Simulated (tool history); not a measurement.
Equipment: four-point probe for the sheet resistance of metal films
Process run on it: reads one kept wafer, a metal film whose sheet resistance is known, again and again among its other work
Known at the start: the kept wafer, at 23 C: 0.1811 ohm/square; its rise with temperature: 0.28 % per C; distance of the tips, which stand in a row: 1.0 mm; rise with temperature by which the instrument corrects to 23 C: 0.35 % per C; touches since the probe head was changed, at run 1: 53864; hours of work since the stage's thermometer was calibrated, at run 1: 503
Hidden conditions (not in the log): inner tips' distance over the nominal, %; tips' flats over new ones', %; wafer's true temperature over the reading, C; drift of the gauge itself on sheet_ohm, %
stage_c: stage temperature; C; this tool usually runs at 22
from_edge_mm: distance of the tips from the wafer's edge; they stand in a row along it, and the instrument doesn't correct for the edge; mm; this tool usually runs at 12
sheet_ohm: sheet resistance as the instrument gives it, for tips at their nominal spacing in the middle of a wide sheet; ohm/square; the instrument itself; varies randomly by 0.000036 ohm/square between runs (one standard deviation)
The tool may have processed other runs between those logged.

| run | hour | stage_c | from_edge_mm | touches since the probe head was changed | hours of work since the stage's thermometer was calibrated | sheet_ohm |
|---|---|---|---|---|---|---|
| 1 | 0 | 22 | 12 | 53864 | 503 | 0.182643 |
| 2 | 133.4 | 22 | 12 | 56094 | 571 | 0.182618 |
| 3 | 221 | 22 | 12 | 57559 | 616 | 0.182667 |
| 4 | 319.3 | 22 | 12 | 59202 | 666 | 0.182609 |
| 5 | 376.7 | 22 | 13 | 60162 | 695 | 0.182635 |
| 6 | 499.2 | 22 | 13 | 62210 | 757 | 0.182669 |
| 7 | 616.7 | 22 | 13 | 64174 | 817 | 0.182602 |
| 8 | 708.4 | 22 | 13 | 65706 | 864 | 0.18268 |
| 9 | 787.3 | 20 | 12 | 67026 | 904 | 0.183051 |
| 10 | 851.1 | 32 | 12 | 68092 | 936 | 0.181488 |
| 11 | 908.8 | 32 | 12 | 69057 | 966 | 0.181612 |
| 12 | 1008.7 | 32 | 12 | 70726 | 1017 | 0.181591 |
| 13 | 1147.9 | 22 | 44 | 73054 | 1088 | 0.182265 |
| 14 | 1224.8 | 22 | 44 | 74339 | 1127 | 0.182276 |
| 15 | 1303.3 | 22 | 12 | 75651 | 1167 | 0.18284 |
| 16 | 1445.2 | 22 | 12 | 78024 | 1239 | 0.182886 |
| 17 | 1518.6 | 22 | 17 | 79251 | 1276 | 0.182574 |
| 18 | 1652.6 | 22 | 17 | 81490 | 1344 | 0.182561 |
| 19 | 1759.6 | 22 | 17 | 83279 | 1399 | 0.182641 |
|  | 1822.4 | stage's thermometer calibrated |
| 20 | 1881.8 | 22 | 12 | 85313 | 30 | 0.182842 |
| 21 | 1967 | 22 | 16 | 86738 | 74 | 0.182615 |
| 22 | 2030.1 | 24 | 16 | 87794 | 106 | 0.182384 |
| 23 | 2159.5 | 32 | 7 | 89956 | 172 | 0.183035 |
| 24 | 2252 | 32 | 7 | 91502 | 219 | 0.182978 |
| 25 | 2365 | 32 | 7 | 93391 | 276 | 0.183023 |
| 26 | 2476.6 | 25 | 15 | 95256 | 333 | 0.182461 |
| 27 | 2577.5 | 25 | 15 | 96944 | 384 | 0.182423 |
| 28 | 2665.8 | 19 | 21 | 98419 | 429 | 0.182997 |
| 29 | 2769.1 | 29 | 29 | 100147 | 482 | 0.181671 |
| 30 | 2848 | 27 | 12 | 101466 | 522 | 0.182483 |
| 31 | 2954.3 | 27 | 12 | 103243 | 576 | 0.182525 |
| 32 | 3017 | 31 | 12 | 104291 | 608 | 0.182061 |
| 33 | 3112.6 | 31 | 12 | 105890 | 657 | 0.182025 |
| 34 | 3210.8 | 30 | 12 | 107531 | 707 | 0.182208 |
| 35 | 3302.5 | 30 | 12 | 109064 | 753 | 0.18221 |
| 36 | 3376.4 | 30 | 12 | 110300 | 791 | 0.182269 |
| 37 | 3449 | 30 | 12 | 111512 | 828 | 0.182226 |
| 38 | 3553.8 | 30 | 12 | 113264 | 881 | 0.182311 |
| 39 | 3673.4 | 30 | 12 | 115264 | 942 | 0.18223 |

Below, some changes in sheet_ohm between adjacent runs. For each, the amount present without the hidden state too (settings, incoming material, random variation) and the amount remaining for the hidden state with gauge scatter not shared by both compared results:
Run 1 -> 2: settings left as they were, no log entry in between. sheet_ohm -0.000025 ohm/square: hidden state +0.00003, all else -0.000055.
Run 9 -> 10: stage_c 20 -> 32. sheet_ohm -0.001563 ohm/square: hidden state +0.000003, all else -0.001566.
Run 12 -> 13: stage_c 32 -> 22, from_edge_mm 12 -> 44. sheet_ohm +0.000674 ohm/square: hidden state +0.000037, all else +0.000637.
Run 19 -> 20: from_edge_mm 17 -> 12, stage's thermometer calibrated. sheet_ohm +0.000201 ohm/square: hidden state -0.00008, all else +0.000281.
Run 28 -> 29: stage_c 19 -> 29, from_edge_mm 21 -> 29. sheet_ohm -0.001326 ohm/square: hidden state +0.000013, all else -0.001339.
Run 29 -> 30: stage_c 29 -> 27, from_edge_mm 29 -> 12. sheet_ohm +0.000812 ohm/square: hidden state +0.000022, all else +0.00079.
